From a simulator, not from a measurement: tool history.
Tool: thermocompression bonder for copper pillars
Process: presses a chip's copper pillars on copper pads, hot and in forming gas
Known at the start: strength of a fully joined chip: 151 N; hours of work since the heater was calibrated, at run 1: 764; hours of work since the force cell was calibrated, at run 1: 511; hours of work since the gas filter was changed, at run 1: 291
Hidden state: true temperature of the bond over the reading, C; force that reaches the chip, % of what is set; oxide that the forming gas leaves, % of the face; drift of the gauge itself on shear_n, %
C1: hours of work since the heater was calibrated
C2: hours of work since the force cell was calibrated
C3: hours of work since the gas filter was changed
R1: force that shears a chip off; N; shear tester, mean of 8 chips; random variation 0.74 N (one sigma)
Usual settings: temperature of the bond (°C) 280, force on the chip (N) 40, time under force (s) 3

{"run": 1, "hour": 0.0, "temperature of the bond (°C)": 280, "force on the chip (N)": 40, "time under force (s)": 3, "C1": 764, "C2": 511, "C3": 291, "R1": 45.6}
{"run": 2, "hour": 40.8, "temperature of the bond (°C)": 280, "force on the chip (N)": 40, "time under force (s)": 3, "C1": 783, "C2": 531, "C3": 310, "R1": 45.6}
{"run": 3, "hour": 112.5, "temperature of the bond (°C)": 280, "force on the chip (N)": 40, "time under force (s)": 3, "C1": 817, "C2": 564, "C3": 344, "R1": 44.8}
{"run": 4, "hour": 154.3, "temperature of the bond (°C)": 280, "force on the chip (N)": 40, "time under force (s)": 3, "C1": 837, "C2": 584, "C3": 364, "R1": 44.9}
{"hour": 200.5, "done": "forming gas filter changed"}
{"run": 5, "hour": 220.3, "temperature of the bond (°C)": 280, "force on the chip (N)": 40, "time under force (s)": 3, "C1": 868, "C2": 615, "C3": 9, "R1": 49.3}
{"run": 6, "hour": 294.5, "temperature of the bond (°C)": 280, "force on the chip (N)": 40, "time under force (s)": 3, "C1": 903, "C2": 650, "C3": 44, "R1": 49}
{"run": 7, "hour": 359.3, "temperature of the bond (°C)": 280, "force on the chip (N)": 40, "time under force (s)": 8, "C1": 934, "C2": 681, "C3": 75, "R1": 69.3}
{"run": 8, "hour": 429.4, "temperature of the bond (°C)": 280, "force on the chip (N)": 40, "time under force (s)": 3, "C1": 967, "C2": 714, "C3": 108, "R1": 47.8}
{"hour": 438.8, "done": "heater calibrated with a thermocouple chip"}
{"run": 9, "hour": 466.4, "temperature of the bond (°C)": 267, "force on the chip (N)": 40, "time under force (s)": 3, "C1": 13, "C2": 731, "C3": 125, "R1": 40.5}
{"run": 10, "hour": 534.6, "temperature of the bond (°C)": 282, "force on the chip (N)": 40, "time under force (s)": 3, "C1": 45, "C2": 763, "C3": 157, "R1": 46.2}
{"run": 11, "hour": 585.4, "temperature of the bond (°C)": 280, "force on the chip (N)": 40, "time under force (s)": 3, "C1": 69, "C2": 787, "C3": 181, "R1": 44.9}
{"run": 12, "hour": 655.7, "temperature of the bond (°C)": 280, "force on the chip (N)": 40, "time under force (s)": 3, "C1": 103, "C2": 820, "C3": 214, "R1": 44.4}
{"run": 13, "hour": 690.0, "temperature of the bond (°C)": 265, "force on the chip (N)": 30, "time under force (s)": 2, "C1": 119, "C2": 836, "C3": 230, "R1": 22.7}
{"run": 14, "hour": 748.2, "temperature of the bond (°C)": 265, "force on the chip (N)": 30, "time under force (s)": 2, "C1": 146, "C2": 864, "C3": 258, "R1": 21.9}
{"hour": 781.8, "done": "heater calibrated with a thermocouple chip, once more"}
{"run": 15, "hour": 786.4, "temperature of the bond (°C)": 257, "force on the chip (N)": 40, "time under force (s)": 3, "C1": 2, "C2": 881, "C3": 275, "R1": 39.1}
{"run": 16, "hour": 827.6, "temperature of the bond (°C)": 264, "force on the chip (N)": 27, "time under force (s)": 3, "C1": 22, "C2": 900, "C3": 295, "R1": 25.7}
{"run": 17, "hour": 886.8, "temperature of the bond (°C)": 264, "force on the chip (N)": 27, "time under force (s)": 3, "C1": 50, "C2": 928, "C3": 323, "R1": 24.5}
{"run": 18, "hour": 939.2, "temperature of the bond (°C)": 282, "force on the chip (N)": 27, "time under force (s)": 3, "C1": 74, "C2": 953, "C3": 347, "R1": 30.2}
{"run": 19, "hour": 988.0, "temperature of the bond (°C)": 282, "force on the chip (N)": 27, "time under force (s)": 3, "C1": 97, "C2": 976, "C3": 370, "R1": 29.9}
{"hour": 1018.4, "done": "forming gas filter changed"}
{"run": 20, "hour": 1049.4, "temperature of the bond (°C)": 289, "force on the chip (N)": 39, "time under force (s)": 5, "C1": 126, "C2": 1005, "C3": 15, "R1": 67.4}
{"run": 21, "hour": 1099.2, "temperature of the bond (°C)": 266, "force on the chip (N)": 46, "time under force (s)": 3, "C1": 150, "C2": 1029, "C3": 38, "R1": 52.7}
{"run": 22, "hour": 1160.5, "temperature of the bond (°C)": 266, "force on the chip (N)": 46, "time under force (s)": 3, "C1": 179, "C2": 1058, "C3": 67, "R1": 52}
{"run": 23, "hour": 1213.3, "temperature of the bond (°C)": 280, "force on the chip (N)": 30, "time under force (s)": 3, "C1": 204, "C2": 1082, "C3": 92, "R1": 35.2}
{"run": 24, "hour": 1272.8, "temperature of the bond (°C)": 280, "force on the chip (N)": 52, "time under force (s)": 2, "C1": 232, "C2": 1111, "C3": 120, "R1": 57.4}

4 ways to go on from here, each from the tool as it stands after run 24. What would each give?
{"run": "A", "hour": 1318.4, "temperature of the bond (°C)": 280, "force on the chip (N)": 52, "time under force (s)": 2, "C1": 253, "C2": 1132, "C3": 142, "R1": "?"}
{"run": "B", "hour": 1318.4, "temperature of the bond (°C)": 273, "force on the chip (N)": 41, "time under force (s)": 2, "C1": 253, "C2": 1132, "C3": 142, "R1": "?"}
{"run": "C", "hour": 1318.4, "temperature of the bond (°C)": 272, "force on the chip (N)": 31, "time under force (s)": 3, "C1": 253, "C2": 1132, "C3": 142, "R1": "?"}
{"run": "D", "hour": 1318.4, "temperature of the bond (°C)": 280, "force on the chip (N)": 26, "time under force (s)": 3, "C1": 253, "C2": 1132, "C3": 142, "R1": "?"}

run=A R1=57.2
run=B R1=40.4
run=C R1=34.2
run=D R1=30.1
Without the tool's hidden state the same runs would have given:
run=A R1=62.7
run=B R1=44.5
run=C R1=37.7
run=D R1=33.2
